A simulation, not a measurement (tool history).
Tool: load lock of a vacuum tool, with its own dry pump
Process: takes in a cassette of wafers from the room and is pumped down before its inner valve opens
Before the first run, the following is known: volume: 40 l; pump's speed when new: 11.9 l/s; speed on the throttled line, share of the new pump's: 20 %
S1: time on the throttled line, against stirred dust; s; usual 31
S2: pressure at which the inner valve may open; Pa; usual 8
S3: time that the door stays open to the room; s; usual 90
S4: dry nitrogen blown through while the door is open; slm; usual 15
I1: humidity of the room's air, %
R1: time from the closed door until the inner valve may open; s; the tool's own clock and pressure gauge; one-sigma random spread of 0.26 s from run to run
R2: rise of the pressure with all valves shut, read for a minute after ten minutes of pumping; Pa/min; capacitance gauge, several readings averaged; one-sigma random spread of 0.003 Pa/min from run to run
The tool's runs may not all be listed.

Run 1, hour 0.0: usual settings; I1 46.1. Result: R1 57.0 s, R2 0.025 Pa/min.
Run 2, hour 114.2: usual settings; I1 44.1. Result: R1 57.2 s, R2 0.022 Pa/min.
Run 3, hour 195.0: usual settings; I1 42.3. Result: R1 57.4 s, R2 0.025 Pa/min.
Run 4, hour 273.5: usual settings but S2 11 Pa; I1 47.0. Result: R1 55.1 s, R2 0.034 Pa/min.
Run 5, hour 346.0: usual settings but S1 54 s; I1 45.1. Result: R1 75.7 s, R2 0.029 Pa/min.
Run 6, hour 421.4: usual settings but S1 54 s; I1 45.7. Result: R1 75.4 s, R2 0.025 Pa/min.
Run 7, hour 472.1: usual settings but S1 54 s; I1 46.1. Result: R1 75.4 s, R2 0.028 Pa/min.
Run 8, hour 581.6: usual settings but S1 54 s; I1 44.0. Result: R1 75.3 s, R2 0.029 Pa/min.
Run 9, hour 665.9: usual settings but S1 32 s, S2 13 Pa, S3 158 s; I1 47.1. Result: R1 56.0 s, R2 0.037 Pa/min.
Run 10, hour 751.5: usual settings but S1 37 s, S3 144 s; I1 46.0. Result: R1 62.0 s, R2 0.035 Pa/min.
Run 11, hour 844.3: usual settings but S1 37 s, S3 144 s; I1 46.4. Result: R1 62.1 s, R2 0.034 Pa/min.
Run 12, hour 942.7: usual settings but S1 37 s, S3 144 s; I1 45.4. Result: R1 62.2 s, R2 0.030 Pa/min.
Run 13, hour 1057.1: usual settings but S1 30 s, S2 16 Pa, S3 144 s, S4 22 slm; I1 45.9. Result: R1 53.6 s, R2 0.027 Pa/min.

The next listed run, before its measurement:
Run 14, hour 1107.2: usual settings but S1 30 s, S2 16 Pa, S3 144 s, S4 22 slm; I1 47.5. Result: R1 ?, R2 ?.

R1: 53.4 s
R2: 0.028 Pa/min
Take away the tool's hidden state, keep the run-to-run variation as it was, and the same run would have given R1 53.4 s, R2 0.028 Pa/min.
